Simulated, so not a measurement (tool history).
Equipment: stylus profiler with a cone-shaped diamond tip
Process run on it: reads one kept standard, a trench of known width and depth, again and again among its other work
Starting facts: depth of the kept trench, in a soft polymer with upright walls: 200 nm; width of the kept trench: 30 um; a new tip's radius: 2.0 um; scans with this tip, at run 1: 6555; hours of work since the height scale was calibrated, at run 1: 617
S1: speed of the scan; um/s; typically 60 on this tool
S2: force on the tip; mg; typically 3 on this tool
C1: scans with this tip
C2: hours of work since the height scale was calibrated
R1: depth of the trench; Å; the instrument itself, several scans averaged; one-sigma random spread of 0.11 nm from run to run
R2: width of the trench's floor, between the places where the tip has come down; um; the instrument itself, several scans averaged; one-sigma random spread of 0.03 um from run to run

{"run": 1, "hour": 0.0, "S1": 60, "S2": 3, "C1": 6555, "C2": 617, "R1": 2020.5, "R2": 27.72}
{"run": 2, "hour": 119.3, "S1": 60, "S2": 3, "C1": 7448, "C2": 701, "R1": 2019.7, "R2": 27.64}
{"run": 3, "hour": 206.7, "S1": 60, "S2": 6.75, "C1": 8102, "C2": 763, "R1": 2038.2, "R2": 27.6}
{"run": 4, "hour": 269.4, "S1": 45, "S2": 6.75, "C1": 8572, "C2": 807, "R1": 2036.1, "R2": 27.64}
{"run": 5, "hour": 359.4, "S1": 60, "S2": 1.37, "C1": 9246, "C2": 870, "R1": 2008.8, "R2": 27.4}
{"run": 6, "hour": 450.2, "S1": 60, "S2": 1.37, "C1": 9926, "C2": 934, "R1": 2006.1, "R2": 27.4}
{"run": 7, "hour": 525.2, "S1": 60, "S2": 1.3, "C1": 10488, "C2": 987, "R1": 2008, "R2": 27.36}
{"hour": 557.3, "done": "new tip fitted, height scale calibrated"}
{"run": 8, "hour": 602.8, "S1": 174, "S2": 3, "C1": 340, "C2": 32, "R1": 2026.1, "R2": 27.83}
{"run": 9, "hour": 667.3, "S1": 60, "S2": 3, "C1": 824, "C2": 78, "R1": 2026.7, "R2": 28.01}
{"run": 10, "hour": 811.6, "S1": 229, "S2": 3, "C1": 1904, "C2": 179, "R1": 2026.9, "R2": 27.53}
{"run": 11, "hour": 955.2, "S1": 229, "S2": 3, "C1": 2979, "C2": 280, "R1": 2024.9, "R2": 27.52}
{"run": 12, "hour": 1042.9, "S1": 229, "S2": 3, "C1": 3635, "C2": 342, "R1": 2023.4, "R2": 27.47}
{"run": 13, "hour": 1110.4, "S1": 60, "S2": 3, "C1": 4141, "C2": 390, "R1": 2022.3, "R2": 27.84}
{"run": 14, "hour": 1214.0, "S1": 60, "S2": 3, "C1": 4916, "C2": 463, "R1": 2021.6, "R2": 27.82}
{"run": 15, "hour": 1312.6, "S1": 60, "S2": 3, "C1": 5655, "C2": 532, "R1": 2020.3, "R2": 27.74}
{"run": 16, "hour": 1432.8, "S1": 126, "S2": 3, "C1": 6555, "C2": 617, "R1": 2020.7, "R2": 27.54}
{"run": 17, "hour": 1492.7, "S1": 126, "S2": 3, "C1": 7003, "C2": 659, "R1": 2020.1, "R2": 27.47}
{"run": 18, "hour": 1618.4, "S1": 75, "S2": 3, "C1": 7944, "C2": 748, "R1": 2019.8, "R2": 27.59}
{"run": 19, "hour": 1723.0, "S1": 60, "S2": 1.29, "C1": 8727, "C2": 822, "R1": 2006.7, "R2": 27.44}
{"run": 20, "hour": 1823.3, "S1": 60, "S2": 1.29, "C1": 9478, "C2": 892, "R1": 2006.1, "R2": 27.44}
{"run": 21, "hour": 1953.9, "S1": 60, "S2": 1.29, "C1": 10456, "C2": 984, "R1": 2005.6, "R2": 27.37}
{"hour": 1985.8, "done": "new tip fitted, height scale calibrated"}
{"run": 22, "hour": 2022.0, "S1": 62, "S2": 3, "C1": 272, "C2": 26, "R1": 2024.4, "R2": 28.11}
{"run": 23, "hour": 2084.7, "S1": 62, "S2": 3, "C1": 741, "C2": 70, "R1": 2025, "R2": 28.07}
{"run": 24, "hour": 2166.8, "S1": 140, "S2": 3.04, "C1": 1356, "C2": 128, "R1": 2026.7, "R2": 27.89}
{"run": 25, "hour": 2249.0, "S1": 57, "S2": 1.65, "C1": 1972, "C2": 186, "R1": 2014.7, "R2": 27.96}
{"run": 26, "hour": 2322.9, "S1": 101, "S2": 2, "C1": 2525, "C2": 238, "R1": 2016.3, "R2": 27.85}
{"run": 27, "hour": 2457.6, "S1": 198, "S2": 2.78, "C1": 3533, "C2": 333, "R1": 2019.7, "R2": 27.56}
{"run": 28, "hour": 2535.8, "S1": 198, "S2": 2.78, "C1": 4118, "C2": 388, "R1": 2022.2, "R2": 27.54}
{"run": 29, "hour": 2639.1, "S1": 28, "S2": 2.06, "C1": 4892, "C2": 461, "R1": 2016.6, "R2": 27.89}
{"run": 30, "hour": 2756.8, "S1": 28, "S2": 2.06, "C1": 5773, "C2": 543, "R1": 2014.9, "R2": 27.84}
{"run": 31, "hour": 2856.3, "S1": 28, "S2": 2.06, "C1": 6518, "C2": 614, "R1": 2014.9, "R2": 27.8}
{"run": 32, "hour": 2954.7, "S1": 149, "S2": 2.06, "C1": 7255, "C2": 683, "R1": 2012.4, "R2": 27.43}
{"run": 33, "hour": 3043.0, "S1": 149, "S2": 2.06, "C1": 7916, "C2": 745, "R1": 2011.2, "R2": 27.41}
{"run": 34, "hour": 3154.5, "S1": 149, "S2": 2.06, "C1": 8751, "C2": 824, "R1": 2012.1, "R2": 27.36}
{"run": 35, "hour": 3252.8, "S1": 178, "S2": 3.53, "C1": 9487, "C2": 893, "R1": 2020.1, "R2": 27.3}
{"run": 36, "hour": 3394.1, "S1": 129, "S2": 5.57, "C1": 10545, "C2": 993, "R1": 2028.9, "R2": 27.41}
{"hour": 3416.4, "done": "new tip fitted, height scale calibrated"}
{"run": 37, "hour": 3462.1, "S1": 129, "S2": 3.13, "C1": 342, "C2": 32, "R1": 2027.2, "R2": 27.94}
{"run": 38, "hour": 3552.6, "S1": 129, "S2": 3.13, "C1": 1019, "C2": 96, "R1": 2025.9, "R2": 27.98}
{"run": 39, "hour": 3637.8, "S1": 82, "S2": 5.36, "C1": 1657, "C2": 156, "R1": 2037.6, "R2": 28.02}
{"run": 40, "hour": 3757.6, "S1": 82, "S2": 5.36, "C1": 2554, "C2": 240, "R1": 2035.6, "R2": 27.96}
{"run": 41, "hour": 3824.0, "S1": 82, "S2": 5.36, "C1": 3051, "C2": 287, "R1": 2035.1, "R2": 27.89}
{"run": 42, "hour": 3893.2, "S1": 152, "S2": 1.31, "C1": 3569, "C2": 336, "R1": 2012.7, "R2": 27.51}
{"run": 43, "hour": 4038.3, "S1": 152, "S2": 1.31, "C1": 4655, "C2": 438, "R1": 2009.9, "R2": 27.42}
{"run": 44, "hour": 4099.7, "S1": 185, "S2": 3.23, "C1": 5115, "C2": 482, "R1": 2024.2, "R2": 27.52}
{"run": 45, "hour": 4227.1, "S1": 73, "S2": 1.09, "C1": 6070, "C2": 571, "R1": 2007.6, "R2": 27.63}
{"run": 46, "hour": 4334.7, "S1": 32, "S2": 5.19, "C1": 6875, "C2": 647, "R1": 2032.2, "R2": 27.79}

Some steps in R1, run to run, broken into two amounts with sign: the step expected even without the hidden condition (settings, incoming material, random variation), and the rest, left for the hidden condition together with whatever gauge scatter is not in both the measured and the hidden-condition-free result:
What the log doesn't record here: radius of the tip, um; height scale over the true one, %; drift of the gauge itself on depth_nm, %; drift of the gauge itself on floor_um, %.
Run 4 -> 5: S1 45 -> 60, S2 6.75 -> 1.37. R1 -27.3 Å: hidden state -0.6, all else -26.7.
Run 7 -> 8: S1 60 -> 174, S2 1.3 -> 3, new tip fitted, height scale calibrated. R1 +18.1 Å: hidden state +9.6, all else +8.5.
Run 21 -> 22: S1 60 -> 62, S2 1.29 -> 3, new tip fitted, height scale calibrated. R1 +18.8 Å: hidden state +8.7, all else +10.1.
Run 36 -> 37: S2 5.57 -> 3.13, new tip fitted, height scale calibrated. R1 -1.7 Å: hidden state +10.3, all else -12.
Run 41 -> 42: S1 82 -> 152, S2 5.36 -> 1.31. R1 -22.4 Å: hidden state -0.6, all else -21.8.
Run 45 -> 46: S1 73 -> 32, S2 1.09 -> 5.19. R1 +24.6 Å: hidden state -0.9, all else +25.5.
